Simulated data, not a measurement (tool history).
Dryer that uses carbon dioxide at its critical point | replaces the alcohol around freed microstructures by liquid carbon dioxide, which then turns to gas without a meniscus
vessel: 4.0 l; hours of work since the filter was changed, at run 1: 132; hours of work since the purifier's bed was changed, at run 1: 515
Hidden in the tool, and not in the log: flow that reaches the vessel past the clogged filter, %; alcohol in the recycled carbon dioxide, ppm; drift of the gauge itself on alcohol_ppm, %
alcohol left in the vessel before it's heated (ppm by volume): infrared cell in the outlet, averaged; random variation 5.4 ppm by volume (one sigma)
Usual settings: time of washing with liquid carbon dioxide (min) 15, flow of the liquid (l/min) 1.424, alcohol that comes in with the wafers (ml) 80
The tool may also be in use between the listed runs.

run	hour	time of washing with liquid carbon dioxide (min)	flow of the liquid (l/min)	alcohol that comes in with the wafers (ml)	hours of work since the filter was changed	hours of work since the purifier's bed was changed	alcohol left in the vessel before it's heated (ppm by volume)
1	0	15	1.424	80	132	515	385
2	18.4	15	1.424	80	142	525	399
3	55.2	15	1.424	24	161	544	217
# hour 85.9: inlet filter changed
4	95.3	15	1.424	24	5	564	182
5	121.4	15	1.424	24	18	578	188
6	153.1	15	1.424	24	35	594	188
7	188.3	15	1.424	80	53	613	325
8	212.5	15	1.424	27	66	625	219
9	241.9	15	1.424	27	81	640	225
10	261.1	23	1.62	80	91	650	163
11	299.6	23	1.62	80	111	670	167
12	326.4	19	1.424	108	125	684	266
# hour 353.8: purifier's bed changed
13	358.4	19	1.38	31	140	2	47
14	387.5	19	1.38	31	155	17	48
15	427.4	19	1.38	31	176	38	71
# hour 431.1: inlet filter changed
16	461.2	14	1.71	20	16	55	38
17	494.8	18	1.92	65	33	73	24

Forecast each of these 4 alternatives for the next run:
A	531.4	15	1.33	80	52	92	?
B	531.4	18	1.92	32	52	92	?
C	531.4	9	1.424	118	52	92	?
D	531.4	21	0.91	21	52	92	?

run	alcohol left in the vessel before it's heated (ppm by volume)
A	275
B	41
C	1757
D	104
Without the tool's hidden state the same runs would have given:
run	alcohol left in the vessel before it's heated (ppm by volume)
A	197
B	15
C	1486
D	63
